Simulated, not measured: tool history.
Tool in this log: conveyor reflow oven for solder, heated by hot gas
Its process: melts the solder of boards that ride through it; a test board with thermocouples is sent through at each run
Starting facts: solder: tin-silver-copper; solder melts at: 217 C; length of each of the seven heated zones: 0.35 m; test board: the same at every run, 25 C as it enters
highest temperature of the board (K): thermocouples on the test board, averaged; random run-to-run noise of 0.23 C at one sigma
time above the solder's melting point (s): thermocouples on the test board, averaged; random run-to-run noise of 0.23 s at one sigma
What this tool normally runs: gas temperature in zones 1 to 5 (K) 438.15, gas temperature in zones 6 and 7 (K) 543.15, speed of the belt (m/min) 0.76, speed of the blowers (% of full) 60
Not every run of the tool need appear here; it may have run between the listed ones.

run	hour	gas temperature in zones 1 to 5 (K)	gas temperature in zones 6 and 7 (K)	speed of the belt (m/min)	speed of the blowers (% of full)	highest temperature of the board (K)	time above the solder's melting point (s)
1	0	438.15	543.15	0.76	60	516.35	31.9
2	11.4	438.15	543.15	0.76	60	516.35	32
3	21	438.15	543.15	0.76	60	516.35	32.2
4	33.4	438.15	543.15	0.76	60	516.35	32
5	46	438.15	543.15	0.708	60	519.45	37.1
6	58.2	438.15	543.15	0.708	60	519.35	37.2
7	67.5	438.15	543.15	0.708	60	519.25	36.8
8	78	438.15	543.15	0.708	60	518.75	36.9
# hour 83.6: flux residue cleaned out of gas plates and filters
9	97.6	425.15	551.15	0.709	58	520.35	34.8
10	109.7	425.15	551.15	0.709	58	520.95	34.4

Estimate the outcome of run 11 from the log above:
11	123.1	430.15	552.15	0.709	58	?	?

Run 11 measured highest temperature of the board (K) 522.45, time above the solder's melting point (s) 37.
On a tool with no hidden condition, and with the same random variation, this run would have come out at highest temperature of the board (K) 524.25, time above the solder's melting point (s) 38.

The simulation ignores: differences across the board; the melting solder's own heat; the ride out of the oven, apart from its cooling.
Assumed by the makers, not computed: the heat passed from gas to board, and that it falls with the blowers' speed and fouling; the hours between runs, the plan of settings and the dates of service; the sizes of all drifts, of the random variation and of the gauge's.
